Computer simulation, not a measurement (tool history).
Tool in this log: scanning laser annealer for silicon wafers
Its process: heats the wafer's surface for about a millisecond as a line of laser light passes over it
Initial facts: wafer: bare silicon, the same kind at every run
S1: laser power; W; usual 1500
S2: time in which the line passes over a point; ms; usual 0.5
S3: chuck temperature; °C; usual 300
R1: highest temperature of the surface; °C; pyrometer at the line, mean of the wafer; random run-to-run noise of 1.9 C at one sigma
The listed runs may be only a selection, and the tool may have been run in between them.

Run 1, day 0: usual settings. Result: R1 1060 °C.
Run 2, day 2.708: usual settings. Result: R1 1058 °C.
Run 3, day 6.062: usual settings. Result: R1 1050 °C.
Run 4, day 8.258: usual settings. Result: R1 1044 °C.
At day 8.912: window over the wafer cleaned.
At day 9.725: optics aligned, line set to its width.
Run 5, day 11.721: usual settings. Result: R1 1038 °C.
Run 6, day 14.821: usual settings. Result: R1 1028 °C.
At day 16.292: window over the wafer cleaned, once more.
Run 7, day 18.342: usual settings. Result: R1 1101 °C.
Run 8, day 22.554: usual settings. Result: R1 1095 °C.
Run 9, day 26.867: usual settings. Result: R1 1086 °C.
Run 10, day 29.8: usual settings. Result: R1 1081 °C.
Run 11, day 31.917: usual settings. Result: R1 1074 °C.
Run 12, day 35.933: usual settings. Result: R1 1067 °C.
Run 13, day 39.825: usual settings but S2 0.364 ms. Result: R1 938 °C.
At day 41.521: window over the wafer cleaned.
Run 14, day 43.958: usual settings but S3 292 °C. Result: R1 1080 °C.
Run 15, day 46.838: usual settings but S3 292 °C. Result: R1 1077 °C.
Run 16, day 51.033: usual settings but S3 292 °C. Result: R1 1068 °C.
Run 17, day 53.138: usual settings but S3 292 °C. Result: R1 1067 °C.
Run 18, day 56.85: usual settings but S3 292 °C. Result: R1 1060 °C.
Run 19, day 59.512: usual settings but S3 292 °C. Result: R1 1052 °C.
Run 20, day 61.388: usual settings but S3 292 °C. Result: R1 1052 °C.
Run 21, day 63.792: usual settings but S1 1518 W, S2 0.385 ms, S3 303 °C. Result: R1 960 °C.
At day 66.812: window over the wafer cleaned.
Run 22, day 66.921: usual settings but S1 1518 W, S2 0.385 ms, S3 303 °C. Result: R1 996 °C.
Run 23, day 70.692: usual settings but S3 309 °C. Result: R1 1091 °C.
Run 24, day 74.15: usual settings but S1 1423 W, S2 0.388 ms, S3 321 °C. Result: R1 953 °C.
Run 25, day 76.333: usual settings but S1 1566 W, S2 0.412 ms, S3 324 °C. Result: R1 1051 °C.
Run 26, day 79.867: usual settings but S1 1392 W, S2 0.366 ms, S3 299 °C. Result: R1 884 °C.
Run 27, day 83.483: usual settings but S1 1521 W, S2 0.566 ms, S3 299 °C. Result: R1 1128 °C.
At day 86.354: optics aligned, line set to its width.
Run 28, day 86.546: usual settings but S1 1521 W, S2 0.448 ms, S3 299 °C. Result: R1 1038 °C.
Run 29, day 90.462: usual settings but S2 0.47 ms, S3 311 °C. Result: R1 1047 °C.
At day 92.242: window over the wafer cleaned.
Run 30, day 94.088: usual settings but S2 0.47 ms, S3 311 °C. Result: R1 1092 °C.
Run 31, day 97.542: usual settings but S2 0.47 ms, S3 311 °C. Result: R1 1077 °C.
Run 32, day 101.775: usual settings but S2 0.47 ms, S3 311 °C. Result: R1 1074 °C.
Run 33, day 105.054: usual settings but S1 1483 W, S2 0.491 ms, S3 281 °C. Result: R1 1045 °C.
Run 34, day 108.712: usual settings but S1 1483 W, S2 0.393 ms, S3 333 °C. Result: R1 998 °C.
Run 35, day 111.708: usual settings but S1 1483 W, S2 0.393 ms, S3 333 °C. Result: R1 996 °C.
Run 36, day 115.954: usual settings but S1 1559 W, S2 0.465 ms, S3 287 °C. Result: R1 1054 °C.
At day 117.496: window over the wafer cleaned.
Run 37, day 119.142: usual settings but S1 1559 W, S2 0.465 ms, S3 287 °C. Result: R1 1090 °C.
Run 38, day 123.329: usual settings but S3 270 °C. Result: R1 1054 °C.
Run 39, day 127.521: usual settings but S3 298 °C. Result: R1 1080 °C.

What would each run have given without the hidden state, its run-to-run variation left as it was?
Hidden conditions of the tool in this case: light that passes the window, % of a clean one's; laser's true power over the reading, %; width of the line over the set one, %; drift of the gauge itself on peak_c, C.
run    R1
  1  1105
  2  1108
  3  1106
  4  1104
  5  1108
  6  1104
  7  1105
  8  1108
  9  1106
 10  1106
 11  1104
 12  1104
 13   974
 14  1098
 15  1100
 16  1098
 17  1100
 18  1100
 19  1096
 20  1099
 21  1005
 22  1010
 23  1114
 24   977
 25  1083
 26   914
 27  1180
 28  1069
 29  1086
 30  1094
 31  1086
 32  1090
 33  1068
 34  1024
 35  1027
 36  1099
 37  1100
 38  1073
 39  1106
